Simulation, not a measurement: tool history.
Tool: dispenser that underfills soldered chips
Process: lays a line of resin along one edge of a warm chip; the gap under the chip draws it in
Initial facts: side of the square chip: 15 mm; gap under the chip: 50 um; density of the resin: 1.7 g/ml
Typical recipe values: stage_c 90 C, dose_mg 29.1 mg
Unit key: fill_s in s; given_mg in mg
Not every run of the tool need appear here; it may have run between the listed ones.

run	hour	stage_c	dose_mg	fill_s	given_mg
1	0	90	29.1	426.3	27.92
2	6.5	85	29.1	718.5	27.99
# hour 11.4: new syringe of resin
3	15.6	85	28.4	594.1	27.14
4	24.1	85	28.4	882.3	26.91
# hour 25.3: new syringe of resin
5	30.2	85	28.4	613.2	27.05
6	34.3	85	28.4	734.2	26.8
# hour 39.6: new syringe of resin
7	44.9	90	26.6	494.6	24.9
8	49	90	26.6	604.8	24.84
# hour 54: new syringe of resin
9	58.2	85	33.7	573.2	31.16
10	64.5	86	29.1	744.9	27.02
# hour 68.4: new syringe of resin
11	70.5	86	29.1	508.8	26.76
12	79.6	86	29.1	777.4	26.56
# hour 82.3: new syringe of resin
13	84.3	85	34.1	520.4	30.93

5 ways to go on from here, each from the tool as it stands after run 13. What would each give?
A	91.5	85	29.4	?	?
B	91.5	88	25	?	?
C	91.5	104	32.7	?	?
D	91.5	81	29.1	?	?
E	91.5	85	36.6	?	?

run	fill_s	given_mg
A	739	26.68
B	694.4	22.47
C	307.8	29.6
D	907.8	26.29
E	731.1	33.25
Had the tool no hidden state, the same runs would have come out as:
run	fill_s	given_mg
A	444.3	29.34
B	411.2	24.71
C	187.8	32.55
D	544.4	28.9
E	444.5	36.55
